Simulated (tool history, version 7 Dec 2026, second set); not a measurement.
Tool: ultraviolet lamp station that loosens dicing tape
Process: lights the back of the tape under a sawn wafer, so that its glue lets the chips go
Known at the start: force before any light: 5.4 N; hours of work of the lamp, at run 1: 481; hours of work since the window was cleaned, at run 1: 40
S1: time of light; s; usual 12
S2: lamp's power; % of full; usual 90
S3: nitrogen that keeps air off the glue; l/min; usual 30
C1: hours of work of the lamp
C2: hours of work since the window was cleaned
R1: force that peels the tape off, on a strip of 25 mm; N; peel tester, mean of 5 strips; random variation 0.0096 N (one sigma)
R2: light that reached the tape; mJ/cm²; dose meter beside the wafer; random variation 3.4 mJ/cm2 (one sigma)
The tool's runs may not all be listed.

run	day	S1	S2	S3	C1	C2	R1	R2
1	0	12	90	30	481	40	0.539	469
2	3.017	12	90	30	518	77	0.571	457
3	5.833	12	65	30	554	113	0.975	328
4	8.333	12	65	30	585	144	1.074	324
5	11.175	12	60	30	620	179	1.209	300
6	13.571	12	60	32	650	209	1.18	288
7	16.358	12	60	32	685	244	1.162	285
8	18.938	12	60	32	717	276	1.257	282
9	20.788	12	60	32	740	299	1.23	277
10	23.129	12	60	32	769	328	1.272	278
11	24.533	12	60	32	787	346	1.293	277
12	27.075	12	76	30	819	378	0.954	344
13	28.988	12	76	30	843	402	0.987	339
14	31.679	12	76	30	876	435	0.973	332
15	33.804	12	76	30	903	462	1.008	331
16	36.596	8	90	30	938	497	1.462	260
# day 37.604: lamp changed
17	39.008	12	90	39	18	526	0.391	510
18	40.588	16	90	52	37	546	0.203	672
19	42.396	10	69	19	60	568	1.329	322
20	44.654	10	69	19	88	597	1.4	318
21	47.15	16	95	14	119	628	0.462	693
22	49.279	8	68	40	146	654	1.346	246
23	51.754	8	68	40	177	685	1.361	241
# day 52.671: window cleaned of glue's vapour
24	53.912	8	68	40	203	15	1.262	256
25	55.696	7	100	35	226	38	0.953	329

The next listed run, before its measurement:
26	58.675	7	100	14	263	75	?	?

Run 26 gave R1 1.518 N, R2 326 mJ/cm².
Without the tool's hidden state the same run would have given R1 1.362 N, R2 355 mJ/cm².

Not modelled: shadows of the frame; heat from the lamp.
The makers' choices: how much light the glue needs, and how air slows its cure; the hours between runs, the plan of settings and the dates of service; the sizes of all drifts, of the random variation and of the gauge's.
